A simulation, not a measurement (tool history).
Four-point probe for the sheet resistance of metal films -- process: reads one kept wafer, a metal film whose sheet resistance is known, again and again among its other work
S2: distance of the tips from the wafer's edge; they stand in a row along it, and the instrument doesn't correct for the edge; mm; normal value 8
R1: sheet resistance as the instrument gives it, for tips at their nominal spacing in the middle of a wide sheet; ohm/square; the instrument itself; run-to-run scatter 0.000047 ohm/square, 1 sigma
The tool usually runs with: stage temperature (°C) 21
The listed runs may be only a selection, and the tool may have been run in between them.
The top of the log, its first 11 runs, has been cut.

run 12 hour=706.2 | stage_temperature_(°C)=21 S2=8 | R1=0.233332
run 13 hour=771 | stage_temperature_(°C)=21 S2=8 | R1=0.233303
run 14 hour=826.9 | stage_temperature_(°C)=26 S2=8 | R1=0.234622
run 15 hour=887.3 | stage_temperature_(°C)=24 S2=8 | R1=0.234038
run 16 hour=947.3 | stage_temperature_(°C)=21 S2=8 | R1=0.233334
-- hour=999.9 stage's thermometer calibrated
run 17 hour=1000.1 | stage_temperature_(°C)=21 S2=8 | R1=0.233231
run 18 hour=1065.5 | stage_temperature_(°C)=21 S2=8 | R1=0.233337
run 19 hour=1155.9 | stage_temperature_(°C)=21 S2=8 | R1=0.233292
run 20 hour=1196.2 | stage_temperature_(°C)=29 S2=8 | R1=0.235335
run 21 hour=1238.3 | stage_temperature_(°C)=29 S2=8 | R1=0.235395
run 22 hour=1297.8 | stage_temperature_(°C)=29 S2=8 | R1=0.23536
run 23 hour=1342 | stage_temperature_(°C)=29 S2=8 | R1=0.235444
run 24 hour=1406.9 | stage_temperature_(°C)=29 S2=8 | R1=0.235384
run 25 hour=1462.2 | stage_temperature_(°C)=26 S2=5 | R1=0.237581
run 26 hour=1542.2 | stage_temperature_(°C)=18 S2=8 | R1=0.232528
run 27 hour=1607.3 | stage_temperature_(°C)=29 S2=7 | R1=0.236011
run 28 hour=1685 | stage_temperature_(°C)=30 S2=4 | R1=0.241378
run 29 hour=1756.4 | stage_temperature_(°C)=21 S2=10 | R1=0.232597
run 30 hour=1834.8 | stage_temperature_(°C)=21 S2=10 | R1=0.232564

What does the tool deliver on the next run?
run 31 hour=1904.2 | stage_temperature_(°C)=32 S2=22 | R1=?

{"run 31": {"R1": 0.234581}}
If the tool had no hidden condition, the same run with the same run-to-run variation would have returned R1 0.234615 ohm/square.
